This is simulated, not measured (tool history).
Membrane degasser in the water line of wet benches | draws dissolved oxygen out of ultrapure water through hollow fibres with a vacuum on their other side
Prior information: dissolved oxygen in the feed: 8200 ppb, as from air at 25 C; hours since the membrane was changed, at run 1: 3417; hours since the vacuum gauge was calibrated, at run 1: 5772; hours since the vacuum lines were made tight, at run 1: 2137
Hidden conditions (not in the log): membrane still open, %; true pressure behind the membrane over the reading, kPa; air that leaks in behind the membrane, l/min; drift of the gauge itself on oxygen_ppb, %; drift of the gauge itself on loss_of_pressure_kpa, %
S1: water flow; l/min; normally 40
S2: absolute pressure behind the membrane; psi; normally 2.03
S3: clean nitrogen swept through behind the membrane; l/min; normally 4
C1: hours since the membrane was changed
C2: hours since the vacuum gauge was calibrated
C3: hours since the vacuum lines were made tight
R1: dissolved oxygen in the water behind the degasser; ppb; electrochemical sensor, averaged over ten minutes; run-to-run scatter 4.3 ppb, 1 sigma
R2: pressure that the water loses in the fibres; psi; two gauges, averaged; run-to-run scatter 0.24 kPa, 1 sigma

run,day,S1,S2,S3,C1,C2,C3,R1,R2
1,0,40,2.03,4,3417,5772,2137,432.4,9.065
2,3.908,40,2.03,5.71,3511,5866,2231,361.9,8.966
# day 8.696: vacuum gauge calibrated
3,8.696,40,2.03,11.95,3625,0,2345,279.8,9.039
4,11.754,40,2.03,11.95,3698,73,2419,278.3,9.016
5,18.683,40,2.03,11.95,3865,240,2585,278.6,8.971
6,24.983,40,2.03,11.95,4016,391,2736,285.2,9.026
7,31.408,40,2.03,11.95,4170,545,2890,276.2,8.934
8,38.583,40,2.03,11.95,4342,717,3063,279.3,8.939
9,42.254,40,2.03,5.44,4430,805,3151,374,8.959
10,47.979,40,2.03,4,4568,943,3288,443.2,9.026
11,51.1,40,2.03,4,4643,1018,3363,424.9,8.943
12,58.233,27,2.03,4,4814,1189,3534,250.9,5.98
13,64.088,30,2.03,4,4954,1329,3675,284.2,6.689
14,68.15,40,2.03,11.61,5052,1427,3772,281.5,8.982
15,74.421,40,2.03,11.78,5202,1577,3923,279.8,8.894
16,78.217,40,2.03,11.78,5294,1668,4014,275.3,8.96
17,82.746,56,2.44,10.91,5402,1777,4122,505.7,12.52
18,88.65,61,5.02,5.97,5544,1919,4264,1048.7,13.657
19,94.575,28,2.03,4,5686,2061,4406,260.5,6.216
20,99.079,41,2.03,3.73,5794,2169,4514,461.8,9.166
21,102.912,41,4.68,3.55,5886,2261,4606,887.2,9.145
22,107.254,58,2.07,10.22,5990,2365,4711,516.5,12.926
23,113.779,55,1.52,7.56,6147,2522,4867,469.4,12.217
24,118.292,55,1.52,7.56,6255,2630,4975,466.7,12.27
25,123.55,51,3.18,6.84,6382,2756,5102,601.9,11.278
26,129.988,32,1.8,2.18,6536,2911,5256,416.9,7.101
27,134.475,47,4.55,4,6644,3019,5364,930.5,10.385
28,140.562,47,4.55,4,6790,3165,5510,952.9,10.372
29,146.758,26,3.16,2.98,6939,3314,5659,441.4,5.741
30,152.554,26,3.16,2.98,7078,3453,5798,437.7,5.749
31,157.104,42,3.32,4.23,7187,3562,5907,631,9.326
32,160.788,41,2.03,3.15,7275,3650,5995,509.1,9.072

4 ways to go on from here, each from the tool as it stands after run 32. What would each give?
A,167.8,37,2.03,2.14,7444,3818,6164,?,?
B,167.8,36,2.09,2.01,7444,3818,6164,?,?
C,167.8,25,1.62,2.44,7444,3818,6164,?,?
D,167.8,34,1.87,2.44,7444,3818,6164,?,?

run,R1,R2
A,557.7,8.147
B,576.4,7.934
C,253,5.585
D,438.3,7.494
With the hidden condition removed and each run's random variation left untouched, the same runs would have given:
run,R1,R2
A,557.3,8.286
B,576,8.068
C,252.7,5.681
D,437.9,7.623

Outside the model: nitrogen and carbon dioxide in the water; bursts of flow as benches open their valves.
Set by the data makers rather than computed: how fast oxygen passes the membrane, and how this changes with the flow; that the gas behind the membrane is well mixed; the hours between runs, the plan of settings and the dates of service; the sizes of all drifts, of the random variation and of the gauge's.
